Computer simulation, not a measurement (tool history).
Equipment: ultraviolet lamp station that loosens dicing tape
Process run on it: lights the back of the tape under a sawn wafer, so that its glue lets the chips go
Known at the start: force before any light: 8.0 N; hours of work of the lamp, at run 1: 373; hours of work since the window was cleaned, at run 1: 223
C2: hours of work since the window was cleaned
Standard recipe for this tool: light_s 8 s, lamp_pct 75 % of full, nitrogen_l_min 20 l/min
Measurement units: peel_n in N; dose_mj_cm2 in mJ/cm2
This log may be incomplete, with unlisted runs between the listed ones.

run 1 hour=0 | light_s=8 lamp_pct=75 nitrogen_l_min=20 | hours_of_work_of_the_lamp=373 C2=223 | peel_n=0.827 dose_mj_cm2=456
run 2 hour=25.6 | light_s=8 lamp_pct=75 nitrogen_l_min=20 | hours_of_work_of_the_lamp=387 C2=237 | peel_n=0.827 dose_mj_cm2=457
run 3 hour=61.7 | light_s=12 lamp_pct=75 nitrogen_l_min=20 | hours_of_work_of_the_lamp=408 C2=258 | peel_n=0.315 dose_mj_cm2=686
run 4 hour=105.8 | light_s=12 lamp_pct=75 nitrogen_l_min=20 | hours_of_work_of_the_lamp=433 C2=283 | peel_n=0.327 dose_mj_cm2=677
run 5 hour=141.1 | light_s=12 lamp_pct=75 nitrogen_l_min=20 | hours_of_work_of_the_lamp=453 C2=303 | peel_n=0.334 dose_mj_cm2=668
-- hour=156.6 window cleaned of glue's vapour
run 6 hour=163 | light_s=8 lamp_pct=75 nitrogen_l_min=20 | hours_of_work_of_the_lamp=465 C2=4 | peel_n=0.894 dose_mj_cm2=436
run 7 hour=197.3 | light_s=8 lamp_pct=75 nitrogen_l_min=17 | hours_of_work_of_the_lamp=485 C2=23 | peel_n=0.999 dose_mj_cm2=431
run 8 hour=239.6 | light_s=8 lamp_pct=75 nitrogen_l_min=17 | hours_of_work_of_the_lamp=509 C2=47 | peel_n=1.034 dose_mj_cm2=432
run 9 hour=260.1 | light_s=8 lamp_pct=70 nitrogen_l_min=26 | hours_of_work_of_the_lamp=521 C2=59 | peel_n=0.976 dose_mj_cm2=400
run 10 hour=292.1 | light_s=4 lamp_pct=83 nitrogen_l_min=17 | hours_of_work_of_the_lamp=539 C2=77 | peel_n=2.55 dose_mj_cm2=235
run 11 hour=321.8 | light_s=14 lamp_pct=83 nitrogen_l_min=16 | hours_of_work_of_the_lamp=556 C2=94 | peel_n=0.231 dose_mj_cm2=816
run 12 hour=351.8 | light_s=14 lamp_pct=74 nitrogen_l_min=8 | hours_of_work_of_the_lamp=573 C2=111 | peel_n=0.529 dose_mj_cm2=723
-- hour=370.3 window cleaned of glue's vapour, once more
run 13 hour=374.8 | light_s=8 lamp_pct=93 nitrogen_l_min=35 | hours_of_work_of_the_lamp=586 C2=3 | peel_n=0.396 dose_mj_cm2=561
run 14 hour=401.6 | light_s=4 lamp_pct=90 nitrogen_l_min=31 | hours_of_work_of_the_lamp=601 C2=18 | peel_n=1.81 dose_mj_cm2=273

Entry by entry between the runs, the difference in hidden state between the last listed run before and the first listed run after:
After run 5, before run 6: window cleaned of glue's vapour (hour 156.6)
  lamp's light, % of a new lamp's: 91.4 -> 91.2; light that the window lets through, % of a clean one's: 95.6 -> 93.7
  difference, measured minus the result without the unlogged condition, peel_n: +0.093 -> +0.257 N; dose_mj_cm2: -97 -> -75 mJ/cm2
After run 12, before run 13: window cleaned of glue's vapour, once more (hour 370.3)
  lamp's light, % of a new lamp's: 89 -> 88.8; light that the window lets through, % of a clean one's: 92 -> 99.1
  difference, measured minus the result without the unlogged condition, peel_n: +0.204 -> +0.108 N; dose_mj_cm2: -160 -> -76 mJ/cm2
